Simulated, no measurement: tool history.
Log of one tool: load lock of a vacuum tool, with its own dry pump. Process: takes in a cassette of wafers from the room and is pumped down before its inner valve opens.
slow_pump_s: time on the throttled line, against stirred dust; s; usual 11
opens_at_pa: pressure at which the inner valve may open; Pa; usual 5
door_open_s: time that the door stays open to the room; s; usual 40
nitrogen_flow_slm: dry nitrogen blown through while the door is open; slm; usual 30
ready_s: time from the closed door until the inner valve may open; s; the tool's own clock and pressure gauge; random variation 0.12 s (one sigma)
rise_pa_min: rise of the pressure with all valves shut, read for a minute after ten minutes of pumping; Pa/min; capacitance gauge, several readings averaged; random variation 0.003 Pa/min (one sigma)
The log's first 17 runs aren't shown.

run	hour	slow_pump_s	opens_at_pa	door_open_s	nitrogen_flow_slm	hours that the pump has run since its overhaul	times that the door has closed on its seal	incoming humidity of the room's air, %	ready_s	rise_pa_min
18	1408.2	11	5	40	30	10517	9575	49	21.3	0.083
19	1496.7	11	5	40	30	10606	9849	46	21.4	0.08
20	1555.8	11	5	40	30	10665	10032	47.8	21.5	0.084
21	1659.4	7	5	189	30	10768	10353	44.5	17.9	0.104
22	1757.4	7	5	94	14	10866	10658	46.5	18.1	0.11
23	1831.1	7	5	94	14	10940	10886	46	18.4	0.111
24	1909.9	7	5	94	14	11019	11131	44.1	18.3	0.112
25	1977.8	11	7	40	30	11087	11341	41.8	20.6	0.087
26	2059.3	10	5	40	15	11168	11594	48.9	20.8	0.101
27	2122.6	10	5	40	15	11232	11790	42.7	20.6	0.096
28	2238.6	14	5	50	30	11348	12150	45.5	23.6	0.092
29	2330.8	14	5	71	30	11440	12436	42.5	23.8	0.099
30	2418.7	11	8	40	5	11528	12708	43.1	20.9	0.108
31	2504.3	11	8	40	5	11613	12974	45.4	20.7	0.11
32	2555.1	12	5	88	10	11664	13132	43.7	22.1	0.127
33	2659.3	9	5	40	11	11768	13455	45.6	19.8	0.108
34	2713.8	9	5	40	11	11823	13624	44.2	19.9	0.11
35	2807	6	6	29	11	11916	13913	43.8	17.1	0.105
36	2879.7	6	6	29	11	11989	14138	44.9	17.5	0.104
37	3002.2	10	8	216	18	12111	14518	46.5	19.8	0.15
38	3112.6	10	10	216	6	12222	14861	45.3	19.8	0.175

3 ways to go on from here, each from the tool as it stands after run 38. What would each give?
A	3173.8	10	5	210	30	12283	15051	46.4	?	?
B	3173.8	11	5	40	30	12283	15051	46.4	?	?
C	3173.8	14	5	40	11	12283	15051	43.8	?	?

run	ready_s	rise_pa_min
A	20.9	0.143
B	21.6	0.107
C	23.7	0.111
Without the tool's hidden state the same runs would have given:
run	ready_s	rise_pa_min
A	19.4	0.076
B	20.2	0.041
C	22.3	0.045

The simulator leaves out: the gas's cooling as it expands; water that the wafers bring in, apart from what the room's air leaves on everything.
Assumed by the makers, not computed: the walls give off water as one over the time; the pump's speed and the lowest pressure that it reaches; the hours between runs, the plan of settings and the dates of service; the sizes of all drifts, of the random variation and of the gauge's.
